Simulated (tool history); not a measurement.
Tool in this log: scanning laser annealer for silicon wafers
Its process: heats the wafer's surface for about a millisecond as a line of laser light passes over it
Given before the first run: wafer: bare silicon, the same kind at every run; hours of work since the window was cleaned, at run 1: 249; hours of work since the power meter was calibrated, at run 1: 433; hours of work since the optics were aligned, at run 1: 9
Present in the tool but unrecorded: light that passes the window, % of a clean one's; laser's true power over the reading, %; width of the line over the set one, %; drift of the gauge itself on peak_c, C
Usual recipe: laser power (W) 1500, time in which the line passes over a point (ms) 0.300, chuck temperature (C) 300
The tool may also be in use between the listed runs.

run   hour  laser power (W)  time in which the line passes over a point (ms)  chuck temperature (C)  hours of work since the window was cleaned  hours of work since the power meter was calibrated  hours of work since the optics were aligned  highest temperature of the surface (C)
  1    0.0             1500                                            0.300                    300                                         249                                                 433                                            9                                    1006
  2   45.8             1500                                            0.300                    300                                         268                                                 453                                           28                                    1005
  3   87.3             1500                                            0.300                    300                                         285                                                 470                                           45                                    1003
  4  122.6             1500                                            0.300                    300                                         300                                                 485                                           60                                    1000
  5  153.6             1500                                            0.300                    300                                         313                                                 498                                           73                                    1007
  6  209.6             1500                                            0.300                    300                                         337                                                 521                                           96                                     999
  7  232.6             1500                                            0.300                    300                                         346                                                 531                                          106                                    1001
  8  259.7             1500                                            0.212                    300                                         358                                                 542                                          117                                     893
  9  311.2             1500                                            0.212                    328                                         379                                                 563                                          139                                     920
 10  335.8             1500                                            0.212                    328                                         389                                                 574                                          149                                     921
 11  367.1             1500                                            0.212                    328                                         402                                                 587                                          162                                     919
     373.9  -- window over the wafer cleaned
 12  409.1             1630                                            0.300                    300                                          15                                                 604                                          179                                    1052
 13  440.0             1630                                            0.300                    300                                          28                                                 616                                          192                                    1050
 14  475.7             1630                                            0.267                    279                                          43                                                 631                                          207                                     989
 15  519.7             1630                                            0.267                    279                                          61                                                 650                                          225                                     986
 16  558.8             1630                                            0.267                    279                                          77                                                 666                                          241                                     990
     569.1  -- window over the wafer cleaned, once more
 17  583.7             1630                                            0.267                    279                                           6                                                 676                                          251                                    1013
 18  628.3             1369                                            0.300                    284                                          25                                                 694                                          270                                     935
 19  671.4             1594                                            0.294                    329                                          43                                                 712                                          288                                    1076
 20  707.2             1594                                            0.294                    329                                          58                                                 727                                          303                                    1078
 21  755.9             1594                                            0.294                    329                                          78                                                 748                                          323                                    1074
 22  811.3             1496                                            0.359                    290                                         101                                                 771                                          346                                    1060
 23  855.4             1496                                            0.359                    290                                         120                                                 789                                          365                                    1058
 24  905.8             1357                                            0.359                    290                                         141                                                 810                                          386                                     984

Here are 5 independent what-if runs from the current tool condition. What would each one return?
  A  955.1             1357                                            0.288                    290                                         161                                                 831                                          406                                       ?
  B  955.1             1294                                            0.359                    290                                         161                                                 831                                          406                                       ?
  C  955.1             1357                                            0.283                    290                                         161                                                 831                                          406                                       ?
  D  955.1             1377                                            0.359                    290                                         161                                                 831                                          406                                       ?
  E  955.1             1343                                            0.211                    283                                         161                                                 831                                          406                                       ?

run  highest temperature of the surface (C)
  A                                     913
  B                                     950
  C                                     911
  D                                     991
  E                                     818
With the hidden condition removed and each run's random variation left untouched, the same runs would have given:
run  highest temperature of the surface (C)
  A                                     924
  B                                     960
  C                                     921
  D                                    1003
  E                                     826
